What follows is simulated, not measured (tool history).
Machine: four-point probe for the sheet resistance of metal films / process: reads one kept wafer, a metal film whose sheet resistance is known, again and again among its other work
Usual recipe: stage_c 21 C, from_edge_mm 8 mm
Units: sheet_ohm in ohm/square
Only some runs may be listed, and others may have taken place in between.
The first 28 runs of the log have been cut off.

run,day,stage_c,from_edge_mm,sheet_ohm
29,16.429,31,19,0.327905
30,17.142,31,19,0.327802
31,17.725,31,19,0.327810
32,18.508,20,49,0.328819
33,19.012,20,49,0.328896
34,19.658,20,27,0.329092
35,20.325,26,10,0.329750
36,20.921,26,10,0.329812
37,21.621,26,10,0.329783
38,22.200,24,7,0.331871
39,22.725,21,4,0.339365
40,23.117,28,8,0.330485
41,23.612,19,9,0.331228
42,24.146,19,9,0.331104
43,24.621,19,8,0.331705
44,25.192,35,9,0.329168
45,25.904,23,60,0.328459

Forecast each of these 3 alternatives for the next run:
A,26.750,30,11,?
B,26.750,26,16,?
C,26.750,27,8,?

run,sheet_ohm
A,0.329069
B,0.328796
C,0.330838
Without the tool's unlogged condition, the same runs would have read:
run,sheet_ohm
A,0.329045
B,0.328772
C,0.330815
